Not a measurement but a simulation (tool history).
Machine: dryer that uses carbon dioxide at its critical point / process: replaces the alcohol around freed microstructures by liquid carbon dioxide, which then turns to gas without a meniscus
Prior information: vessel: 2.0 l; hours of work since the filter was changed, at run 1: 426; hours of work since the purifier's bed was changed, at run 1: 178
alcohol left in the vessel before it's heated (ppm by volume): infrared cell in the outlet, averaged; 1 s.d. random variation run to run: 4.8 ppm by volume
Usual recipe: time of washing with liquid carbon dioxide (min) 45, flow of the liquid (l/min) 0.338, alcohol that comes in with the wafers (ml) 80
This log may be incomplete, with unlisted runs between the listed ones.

run    day  time of washing with liquid carbon dioxide (min)  flow of the liquid (l/min)  alcohol that comes in with the wafers (ml)  hours of work since the filter was changed  hours of work since the purifier's bed was changed  alcohol left in the vessel before it's heated (ppm by volume)
  1  0.000                                                45                       0.338                                          80                                         426                                                 178                                                             96
  2  0.317                                                45                       0.338                                          80                                         432                                                 184                                                             92
  3  0.612                                                45                       0.295                                          80                                         436                                                 188                                                            183
  4  0.775                                                45                       0.245                                          80                                         439                                                 191                                                            432
  5  0.988                                                45                       0.338                                         103                                         443                                                 195                                                            122
  6  1.275                                                45                       0.338                                         103                                         447                                                 199                                                            121
  7  1.479                                                45                       0.331                                         103                                         451                                                 203                                                            138
  8  1.758                                                45                       0.331                                         103                                         456                                                 208                                                            137
  9  1.950                                                45                       0.338                                          80                                         459                                                 211                                                             94
 10  2.138                                                45                       0.338                                          80                                         462                                                 214                                                             91
 11  2.512                                                45                       0.338                                          80                                         468                                                 220                                                            102
 12  2.746                                                45                       0.338                                          80                                         472                                                 224                                                             97
 13  3.121                                                28                       0.338                                          80                                         478                                                 230                                                            911
 14  3.429                                                28                       0.338                                          80                                         483                                                 235                                                            900
 15  3.796                                                69                       0.338                                          80                                         490                                                 242                                                             10
 16  4.125                                                28                       0.338                                          80                                         495                                                 247                                                            912
 17  4.429                                                45                       0.338                                         108                                         500                                                 252                                                            139
 18  4.742                                                45                       0.338                                         108                                         505                                                 257                                                            138
 19  5.008                                                45                       0.417                                          25                                         510                                                 262                                                             17
 20  5.338                                                34                       0.244                                          26                                         515                                                 267                                                            451
 21  5.604                                                34                       0.244                                          26                                         520                                                 272                                                            476
 22  5.804                                                34                       0.244                                          26                                         523                                                 275                                                            465
 23  6.142                                                43                       0.205                                          30                                         529                                                 281                                                            451
 24  6.467                                                45                       0.338                                          34                                         534                                                 286                                                             54
     6.604  -- inlet filter changed
 25  6.675                                                45                       0.338                                          34                                           1                                                 289                                                             31
 26  6.971                                                58                       0.250                                          43                                           6                                                 294                                                             59
 27  7.333                                                45                       0.499                                          80                                          12                                                 300                                                             18
 28  7.683                                                42                       0.338                                          80                                          18                                                 306                                                             89
 29  7.954                                                42                       0.338                                          80                                          23                                                 310                                                             91
 30  8.225                                                29                       0.567                                          52                                          27                                                 315                                                             42
 31  8.617                                                44                       0.324                                          52                                          34                                                 322                                                             52
 32  8.971                                                36                       0.338                                          45                                          39                                                 327                                                            127
 33  9.142                                                45                       0.507                                          80                                          42                                                 330                                                             18
 34  9.421                                                34                       0.381                                          80                                          47                                                 335                                                            155
 35  9.629                                                34                       0.306                                          48                                          50                                                 338                                                            259

Below, some changes in alcohol left in the vessel before it's heated (ppm by volume) between adjacent runs. For each, the amount present without the hidden state too (settings, incoming material, random variation) and the amount remaining for the hidden state with gauge scatter not shared by both compared results:
Unlogged tool condition in this case: flow that reaches the vessel past the clogged filter, %; alcohol in the recycled carbon dioxide, ppm; drift of the gauge itself on alcohol_ppm, %.
Run 12 -> 13: time of washing with liquid carbon dioxide (min) 45 -> 28. alcohol left in the vessel before it's heated (ppm by volume) +814: hidden state +263, all else +551.
Run 14 -> 15: time of washing with liquid carbon dioxide (min) 28 -> 69. alcohol left in the vessel before it's heated (ppm by volume) -890: hidden state -302, all else -588.
Run 15 -> 16: time of washing with liquid carbon dioxide (min) 69 -> 28. alcohol left in the vessel before it's heated (ppm by volume) +902: hidden state +312, all else +590.
